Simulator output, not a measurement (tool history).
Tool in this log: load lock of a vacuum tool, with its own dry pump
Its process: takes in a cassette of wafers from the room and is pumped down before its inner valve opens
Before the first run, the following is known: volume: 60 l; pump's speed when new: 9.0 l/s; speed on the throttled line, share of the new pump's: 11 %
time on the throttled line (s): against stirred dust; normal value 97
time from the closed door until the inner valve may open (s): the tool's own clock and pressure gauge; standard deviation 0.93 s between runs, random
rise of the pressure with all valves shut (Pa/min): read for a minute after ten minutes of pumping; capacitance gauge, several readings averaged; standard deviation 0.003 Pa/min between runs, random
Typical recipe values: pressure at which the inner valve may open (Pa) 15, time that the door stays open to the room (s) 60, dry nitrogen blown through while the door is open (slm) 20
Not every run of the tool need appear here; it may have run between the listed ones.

run	hour	time on the throttled line (s)	pressure at which the inner valve may open (Pa)	time that the door stays open to the room (s)	dry nitrogen blown through while the door is open (slm)	incoming humidity of the room's air, %	time from the closed door until the inner valve may open (s)	rise of the pressure with all valves shut (Pa/min)
1	0	97	15	60	20	42.5	157.1	0.051
2	528.7	97	10	60	20	44.6	158.4	0.062
3	991.6	97	15	60	25	47.1	157.4	0.071
4	1505.4	97	15	60	25	42.7	157.4	0.074
5	1995.8	97	12	60	20	42.6	161.1	0.083
6	2412	97	12	60	20	43.9	159.7	0.094
7	2720.9	97	15	84	20	42.9	158.8	0.102
8	3038.6	97	30	60	20	44.1	153.8	0.109
9	3376.4	124	30	60	20	44.8	177.4	0.12
# hour 3673: dry pump taken out, an overhauled one fitted
10	3709.2	124	30	60	20	41.7	164.9	0.122
11	4192.6	124	30	60	20	43	166.2	0.127
12	4565.8	97	10	60	20	40.9	150.3	0.142
13	5003.7	97	10	60	20	44.9	151.1	0.162
14	5222.3	97	10	60	20	45.6	149.7	0.164
15	5740.2	97	10	60	20	47.3	152.3	0.178
16	6117.3	97	10	60	20	48.2	150.6	0.191
17	6375.1	145	18	156	20	44.5	190.7	0.205
18	6629.8	145	18	156	20	47.3	190.1	0.214
19	7001.1	145	18	156	28	41.1	191.6	0.209
20	7242.8	115	27	89	19	46.7	163.3	0.22
21	7479	115	27	89	19	39.2	163.2	0.225
22	7805.2	115	27	89	19	46.3	162.8	0.242
23	8124.1	97	15	93	20	46.8	151.3	0.252

4 ways to go on from here, each from the tool as it stands after run 23. What would each give?
A	8590.8	117	15	41	17	48.4	?	?
B	8590.8	97	15	171	14	45.7	?	?
C	8590.8	97	12	95	20	46.2	?	?
D	8590.8	171	15	93	6	46.3	?	?

run	time from the closed door until the inner valve may open (s)	rise of the pressure with all valves shut (Pa/min)
A	170.1	0.256
B	153.4	0.275
C	153.3	0.259
D	218.1	0.272
The same runs, with their run-to-run variation unchanged, on a tool lacking any hidden condition would have given:
run	time from the closed door until the inner valve may open (s)	rise of the pressure with all valves shut (Pa/min)
A	163.3	0.026
B	146.3	0.043
C	146.2	0.031
D	212.3	0.044
